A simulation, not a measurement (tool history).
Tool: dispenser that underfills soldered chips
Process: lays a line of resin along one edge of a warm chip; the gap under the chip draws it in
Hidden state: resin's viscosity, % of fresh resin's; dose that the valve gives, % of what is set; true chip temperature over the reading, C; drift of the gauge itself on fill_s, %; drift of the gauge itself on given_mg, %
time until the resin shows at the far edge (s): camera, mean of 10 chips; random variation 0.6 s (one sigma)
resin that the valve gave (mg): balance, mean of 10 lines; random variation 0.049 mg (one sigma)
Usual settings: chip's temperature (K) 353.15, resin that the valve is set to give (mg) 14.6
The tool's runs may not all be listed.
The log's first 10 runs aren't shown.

| run | hour | chip's temperature (K) | resin that the valve is set to give (mg) | hours of work since the syringe was changed | hours of work since the valve was cleaned | hours of work since the stage was calibrated | time until the resin shows at the far edge (s) | resin that the valve gave (mg) |
|---|---|---|---|---|---|---|---|---|
|  | 66.4 | new syringe of resin |
|  | 70.2 | dispensing valve cleaned and set on the balance |
| 11 | 74.9 | 353.15 | 17.5 | 6 | 4 | 349 | 68.5 | 17.45 |
|  | 83.1 | new syringe of resin |
| 12 | 84.4 | 353.15 | 17.5 | 1 | 11 | 357 | 56.9 | 17.41 |
| 13 | 92.0 | 353.15 | 17.5 | 7 | 17 | 362 | 72.0 | 17.27 |
| 14 | 98.0 | 353.15 | 17.5 | 11 | 21 | 367 | 86.3 | 17.25 |
|  | 99.1 | new syringe of resin |
| 15 | 103.2 | 353.15 | 17.5 | 3 | 25 | 371 | 60.9 | 17.27 |
| 16 | 110.2 | 353.15 | 14.6 | 9 | 30 | 376 | 79.8 | 14.31 |
|  | 115.3 | new syringe of resin |
| 17 | 117.9 | 353.15 | 14.6 | 2 | 36 | 382 | 60.9 | 14.20 |
| 18 | 123.7 | 353.15 | 14.6 | 6 | 40 | 386 | 72.3 | 14.12 |
|  | 129.6 | dispensing valve cleaned and set on the balance |
| 19 | 131.0 | 341.15 | 17.2 | 11 | 1 | 391 | 133.2 | 17.20 |
|  | 132.3 | new syringe of resin |
| 20 | 141.7 | 341.15 | 17.2 | 7 | 9 | 399 | 116.8 | 17.14 |
|  | 148.1 | new syringe of resin |
| 21 | 150.6 | 341.15 | 17.2 | 2 | 16 | 406 | 92.5 | 17.00 |
| 22 | 159.8 | 341.15 | 17.2 | 9 | 23 | 413 | 125.5 | 16.92 |
|  | 163.9 | new syringe of resin |
| 23 | 167.6 | 346.15 | 14.1 | 3 | 29 | 419 | 84.0 | 13.88 |
| 24 | 176.3 | 346.15 | 14.1 | 9 | 35 | 425 | 107.1 | 13.74 |
|  | 179.8 | new syringe of resin |
| 25 | 180.9 | 343.15 | 14.2 | 1 | 39 | 429 | 85.3 | 13.83 |
| 26 | 186.3 | 347.15 | 16.2 | 5 | 43 | 433 | 85.6 | 15.74 |
|  | 189.1 | dispensing valve cleaned and set on the balance |
| 27 | 195.6 | 361.15 | 13.5 | 11 | 5 | 439 | 68.4 | 13.51 |
|  | 196.4 | new syringe of resin |
| 28 | 206.0 | 346.15 | 14.2 | 7 | 13 | 447 | 100.8 | 14.06 |
|  | 212.1 | new syringe of resin |
| 29 | 214.3 | 338.15 | 14.6 | 2 | 19 | 453 | 107.5 | 14.48 |
| 30 | 218.9 | 353.15 | 15.5 | 5 | 22 | 456 | 70.7 | 15.35 |
|  | 227.9 | new syringe of resin |
| 31 | 227.9 | 342.15 | 18.8 | 0 | 29 | 463 | 83.8 | 18.49 |
| 32 | 237.2 | 363.15 | 13.2 | 7 | 36 | 470 | 56.0 | 12.96 |
| 33 | 242.4 | 353.15 | 18.0 | 11 | 40 | 474 | 88.5 | 17.50 |
|  | 244.1 | new syringe of resin |
|  | 248.8 | dispensing valve cleaned and set on the balance |
| 34 | 253.0 | 365.15 | 16.9 | 6 | 3 | 481 | 49.2 | 16.80 |

Forecast each of these 4 alternatives for the next run:
| A | 259.7 | 358.15 | 12.9 | 11 | 8 | 487 | ? | ? |
| B | 259.7 | 351.15 | 15.7 | 11 | 8 | 487 | ? | ? |
| C | 259.7 | 353.15 | 17.0 | 11 | 8 | 487 | ? | ? |
| D | 259.7 | 345.15 | 15.8 | 11 | 8 | 487 | ? | ? |

| run | time until the resin shows at the far edge (s) | resin that the valve gave (mg) |
|---|---|---|
| A | 79.9 | 12.80 |
| B | 98.7 | 15.71 |
| C | 92.4 | 16.82 |
| D | 122.5 | 15.67 |
Without the tool's hidden state the same runs would have given:
| run | time until the resin shows at the far edge (s) | resin that the valve gave (mg) |
|---|---|---|
| A | 44.4 | 12.87 |
| B | 54.9 | 15.80 |
| C | 51.4 | 16.91 |
| D | 67.9 | 15.76 |

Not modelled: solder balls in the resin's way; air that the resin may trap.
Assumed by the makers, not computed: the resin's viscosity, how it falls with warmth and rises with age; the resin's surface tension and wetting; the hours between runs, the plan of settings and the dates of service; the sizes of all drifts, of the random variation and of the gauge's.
